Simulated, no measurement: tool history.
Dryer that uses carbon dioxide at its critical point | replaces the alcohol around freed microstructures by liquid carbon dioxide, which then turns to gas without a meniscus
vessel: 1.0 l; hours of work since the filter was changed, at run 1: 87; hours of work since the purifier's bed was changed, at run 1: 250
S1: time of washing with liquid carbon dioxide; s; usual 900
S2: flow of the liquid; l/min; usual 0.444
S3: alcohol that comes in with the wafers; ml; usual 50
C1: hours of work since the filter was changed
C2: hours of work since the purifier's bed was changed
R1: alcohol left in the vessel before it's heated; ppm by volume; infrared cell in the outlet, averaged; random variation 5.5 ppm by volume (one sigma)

| run | hour | S1 | S2 | S3 | C1 | C2 | R1 |
|---|---|---|---|---|---|---|---|
| 1 | 0.0 | 900 | 0.444 | 50 | 87 | 250 | 280 |
| 2 | 15.7 | 900 | 0.444 | 50 | 99 | 262 | 293 |
| 3 | 36.1 | 900 | 0.444 | 95 | 114 | 277 | 446 |
| 4 | 61.4 | 900 | 0.444 | 70 | 133 | 296 | 376 |
| 5 | 80.6 | 900 | 0.444 | 50 | 148 | 310 | 332 |
| 6 | 97.3 | 900 | 0.444 | 50 | 160 | 323 | 335 |
| 7 | 108.0 | 900 | 0.444 | 50 | 168 | 331 | 324 |
| 8 | 125.3 | 900 | 0.444 | 50 | 181 | 344 | 350 |
| 9 | 147.8 | 900 | 0.444 | 50 | 198 | 361 | 351 |
| 10 | 162.9 | 900 | 0.444 | 50 | 209 | 372 | 344 |
| 11 | 180.8 | 900 | 0.444 | 50 | 223 | 385 | 372 |
| 12 | 196.3 | 900 | 0.444 | 50 | 235 | 397 | 368 |
| 13 | 215.6 | 900 | 0.444 | 50 | 249 | 411 | 381 |
| 14 | 237.7 | 900 | 0.444 | 90 | 266 | 428 | 533 |
| 15 | 254.5 | 900 | 0.444 | 52 | 278 | 441 | 412 |
| 16 | 278.5 | 900 | 0.444 | 52 | 296 | 459 | 425 |
| 17 | 302.5 | 900 | 0.444 | 52 | 314 | 477 | 416 |
| 18 | 321.1 | 900 | 0.444 | 52 | 328 | 491 | 440 |
|  | 330.1 | inlet filter changed |
| 19 | 343.8 | 900 | 0.444 | 50 | 10 | 507 | 404 |
|  | 365.1 | purifier's bed changed |
| 20 | 370.1 | 900 | 0.444 | 50 | 28 | 4 | 170 |
| 21 | 394.6 | 900 | 0.444 | 50 | 46 | 22 | 176 |
| 22 | 415.1 | 900 | 0.444 | 50 | 61 | 37 | 190 |
| 23 | 433.5 | 900 | 0.444 | 50 | 75 | 51 | 193 |
| 24 | 446.4 | 900 | 0.393 | 50 | 85 | 61 | 343 |
| 25 | 466.0 | 900 | 0.393 | 50 | 100 | 76 | 363 |
| 26 | 482.5 | 900 | 0.393 | 50 | 112 | 88 | 357 |
| 27 | 499.7 | 900 | 0.393 | 50 | 125 | 101 | 376 |
| 28 | 511.4 | 900 | 0.337 | 79 | 134 | 110 | 1050 |
| 29 | 533.0 | 900 | 0.657 | 62 | 150 | 126 | 82 |
| 30 | 546.8 | 900 | 0.680 | 48 | 160 | 136 | 72 |
| 31 | 567.2 | 900 | 0.444 | 50 | 175 | 151 | 251 |
| 32 | 586.3 | 1140 | 0.403 | 24 | 190 | 166 | 122 |
| 33 | 600.6 | 1140 | 0.403 | 24 | 200 | 176 | 128 |
| 34 | 624.6 | 900 | 0.619 | 21 | 218 | 194 | 106 |
| 35 | 639.5 | 960 | 0.598 | 97 | 230 | 206 | 129 |
| 36 | 664.7 | 960 | 0.598 | 23 | 249 | 224 | 110 |
| 37 | 677.6 | 720 | 0.527 | 25 | 258 | 234 | 240 |
| 38 | 701.5 | 1140 | 0.527 | 83 | 276 | 252 | 144 |
| 39 | 722.2 | 1140 | 0.527 | 83 | 292 | 268 | 139 |
| 40 | 740.6 | 960 | 0.424 | 50 | 305 | 281 | 314 |
| 41 | 760.9 | 600 | 0.404 | 88 | 321 | 297 | 3264 |
|  | 779.7 | inlet filter changed |
| 42 | 782.5 | 780 | 0.444 | 35 | 2 | 312 | 379 |
| 43 | 794.0 | 780 | 0.345 | 20 | 11 | 321 | 548 |
| 44 | 807.1 | 660 | 0.746 | 66 | 21 | 331 | 218 |
| 45 | 818.3 | 660 | 0.746 | 66 | 29 | 339 | 220 |
| 46 | 841.8 | 720 | 0.404 | 53 | 47 | 357 | 989 |
| 47 | 858.9 | 1260 | 0.295 | 88 | 59 | 369 | 567 |
| 48 | 869.3 | 1260 | 0.495 | 41 | 67 | 377 | 179 |

Some steps in R1 between neighbouring runs. How much of each would the tool show without its hidden state too (settings, what came in, random variation), and how much is left for the hidden state, with any gauge scatter that isn't in both results?
The hidden state here: flow that reaches the vessel past the clogged filter, %; alcohol in the recycled carbon dioxide, ppm; drift of the gauge itself on alcohol_ppm, %.
Run 19 -> 20: purifier's bed changed. R1 -234 ppm by volume: hidden state -228, all else -6.
Run 28 -> 29: S2 0.337 -> 0.657, S3 79 -> 62. R1 -968 ppm by volume: hidden state -89, all else -879.
Run 40 -> 41: S1 960 -> 600, S2 0.424 -> 0.404, S3 50 -> 88. R1 +2950 ppm by volume: hidden state +509, all else +2441.
Run 41 -> 42: S1 600 -> 780, S2 0.404 -> 0.444, S3 88 -> 35, inlet filter changed. R1 -2885 ppm by volume: hidden state -544, all else -2341.
